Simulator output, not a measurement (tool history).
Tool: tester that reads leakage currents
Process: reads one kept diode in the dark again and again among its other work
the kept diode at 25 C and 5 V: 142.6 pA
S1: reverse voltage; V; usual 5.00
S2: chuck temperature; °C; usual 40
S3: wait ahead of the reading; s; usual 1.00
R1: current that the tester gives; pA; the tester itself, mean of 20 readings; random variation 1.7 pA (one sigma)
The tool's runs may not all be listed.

run 1 day=0.000 | S1=5.00 S2=40 S3=1.00 | R1=487.14
run 2 day=5.571 | S1=5.00 S2=40 S3=1.00 | R1=483.99
run 3 day=10.550 | S1=5.00 S2=40 S3=1.00 | R1=479.89
run 4 day=14.950 | S1=5.00 S2=40 S3=1.00 | R1=480.45
-- day=15.471 chuck's temperature calibrated
run 5 day=20.433 | S1=5.00 S2=40 S3=1.00 | R1=570.12
run 6 day=23.450 | S1=5.00 S2=40 S3=1.00 | R1=566.97
run 7 day=28.621 | S1=5.00 S2=40 S3=1.00 | R1=563.32
run 8 day=33.779 | S1=5.00 S2=20 S3=1.00 | R1=87.49
run 9 day=36.533 | S1=5.00 S2=20 S3=1.72 | R1=87.13
run 10 day=40.783 | S1=1.43 S2=40 S3=1.00 | R1=293.49
run 11 day=44.533 | S1=14.20 S2=57 S3=0.37 | R1=3882.81
run 12 day=48.462 | S1=14.20 S2=57 S3=0.37 | R1=3847.35
run 13 day=52.725 | S1=17.86 S2=30 S3=5.67 | R1=426.37
run 14 day=57.183 | S1=17.86 S2=30 S3=5.67 | R1=425.48
run 15 day=60.829 | S1=5.00 S2=51 S3=1.92 | R1=1378.45
run 16 day=65.167 | S1=5.00 S2=30 S3=1.92 | R1=218.79

Hidden state or all else? Some run-to-run changes of R1, split into what the settings, what came in and random variation would give without the hidden state, and what is left for the hidden state (with any gauge scatter that isn't in both results):
The hidden state here: stray current of the dirty probe card, pA a volt; current scale over the true one, %; true chuck temperature over the reading, C; drift of the gauge itself on leakage_pa, %.
Run 4 -> 5: chuck's temperature calibrated. R1 +89.67 pA: hidden state +94.31, all else -4.64.
Run 10 -> 11: S1 1.43 -> 14.20, S2 40 -> 57, S3 1.00 -> 0.37. R1 +3589.32 pA: hidden state -67.35, all else +3656.67.

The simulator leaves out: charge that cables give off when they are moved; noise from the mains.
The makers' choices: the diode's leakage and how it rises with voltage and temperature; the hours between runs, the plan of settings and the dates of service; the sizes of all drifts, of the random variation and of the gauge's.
